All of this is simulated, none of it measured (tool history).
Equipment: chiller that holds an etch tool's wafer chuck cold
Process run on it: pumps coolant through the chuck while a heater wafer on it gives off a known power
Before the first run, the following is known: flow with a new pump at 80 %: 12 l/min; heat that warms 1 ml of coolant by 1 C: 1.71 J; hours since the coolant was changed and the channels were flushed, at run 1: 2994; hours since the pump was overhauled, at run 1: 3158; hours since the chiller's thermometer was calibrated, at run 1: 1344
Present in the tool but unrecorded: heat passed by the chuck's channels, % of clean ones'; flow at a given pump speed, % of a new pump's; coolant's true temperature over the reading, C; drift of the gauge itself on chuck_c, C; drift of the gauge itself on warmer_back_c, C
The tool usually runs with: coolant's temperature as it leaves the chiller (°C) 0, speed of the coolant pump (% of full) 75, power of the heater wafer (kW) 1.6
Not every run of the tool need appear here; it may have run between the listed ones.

run	day	coolant's temperature as it leaves the chiller (°C)	speed of the coolant pump (% of full)	power of the heater wafer (kW)	hours since the coolant was changed and the channels were flushed	hours since the pump was overhauled	hours since the chiller's thermometer was calibrated	chuck's temperature once it has settled (°C)	how much warmer the coolant comes back (C)
1	0	0	75	1.6	2994	3158	1344	13.6	5.19
2	2.346	0	75	1.6	3050	3214	1400	13.8	5.2
3	5.45	0	75	1.6	3125	3288	1475	13.8	5.26
4	8.954	0	75	1.6	3209	3373	1559	13.8	5.25
5	10.579	0	75	1.6	3248	3412	1598	13.7	5.24
6	13.588	0	75	1.6	3320	3484	1670	13.8	5.25
7	15.854	0	75	1.6	3375	3538	1724	13.8	5.29
8	19.483	0	75	1.6	3462	3625	1812	14	5.27
9	21.971	0	75	1.148	3521	3685	1871	10.2	3.74
10	24.683	0	75	1.085	3587	3750	1936	9.7	3.55
11	27.892	0	75	1.085	3664	3827	2013	9.7	3.61
# day 29.396: chiller's thermometer calibrated
12	29.588	4	66	1.014	3703	3867	5	13.4	3.8
13	33.129	4	66	1.014	3788	3952	90	13.4	3.81
14	36.117	4	66	1.014	3860	4024	161	13.4	3.82
15	37.596	4	66	1.014	3895	4059	197	13.7	3.82
16	40.188	-7	95	0.977	3958	4121	259	0.3	2.56
17	41.829	3	66	1.404	3997	4161	298	16.4	5.26
18	44.65	-6	95	2.024	4065	4228	366	9.6	5.27
19	46.871	0	75	1.014	4118	4282	419	8.9	3.37

Here are 5 independent what-if runs from the current tool condition. What would each one return?
A	49.888	2	71	0.842	4190	4354	492	?	?
B	49.888	0	79	1.6	4190	4354	492	?	?
C	49.888	-10	96	1.563	4190	4354	492	?	?
D	49.888	-3	74	1.014	4190	4354	492	?	?
E	49.888	9	90	1.641	4190	4354	492	?	?

run	chuck's temperature once it has settled (°C)	how much warmer the coolant comes back (C)
A	9.8	2.96
B	13.8	5.02
C	1.9	4.01
D	6	3.42
E	22.1	4.51
What these runs would have given with no unlogged condition in the tool:
run	chuck's temperature once it has settled (°C)	how much warmer the coolant comes back (C)
A	8.3	2.78
B	11.1	4.73
C	-0.5	3.77
D	4.2	3.22
E	19.6	4.25
